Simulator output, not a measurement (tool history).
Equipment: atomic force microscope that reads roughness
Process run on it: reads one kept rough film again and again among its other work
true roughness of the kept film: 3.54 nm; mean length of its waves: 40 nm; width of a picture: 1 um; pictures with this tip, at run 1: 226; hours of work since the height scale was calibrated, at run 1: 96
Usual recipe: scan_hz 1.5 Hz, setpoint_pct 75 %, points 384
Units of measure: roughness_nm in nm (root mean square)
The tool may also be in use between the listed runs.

run,hour,scan_hz,setpoint_pct,points,pictures with this tip,hours of work since the height scale was calibrated,roughness_nm
1,0,1.5,75,384,226,96,2.68
2,15.3,1.5,75,384,244,105,2.681
3,34.7,1.5,75,384,267,116,2.635
4,49.8,1.5,75,384,285,125,2.633
# hour 64: new tip fitted
5,68.9,1.89,75,384,6,135,2.763
6,89.4,1.89,75,384,30,147,2.761
7,102.5,2.64,60,384,46,154,2.899
8,123.3,1.92,69,481,71,166,2.822
9,141.4,2,56,502,93,177,2.966
10,154,2,90,502,108,184,2.329
11,174.4,2,90,502,132,195,2.317

4 ways to go on from here, each from the tool as it stands after run 11. What would each give?
A,183.6,1.5,76,384,143,201,?
B,183.6,2,90,737,143,201,?
C,183.6,1.82,56,373,143,201,?
D,183.6,0.93,90,691,143,201,?

run,roughness_nm
A,2.738
B,2.326
C,2.941
D,2.692
Without the tool's hidden state the same runs would have given:
run,roughness_nm
A,2.882
B,2.449
C,3.096
D,2.834

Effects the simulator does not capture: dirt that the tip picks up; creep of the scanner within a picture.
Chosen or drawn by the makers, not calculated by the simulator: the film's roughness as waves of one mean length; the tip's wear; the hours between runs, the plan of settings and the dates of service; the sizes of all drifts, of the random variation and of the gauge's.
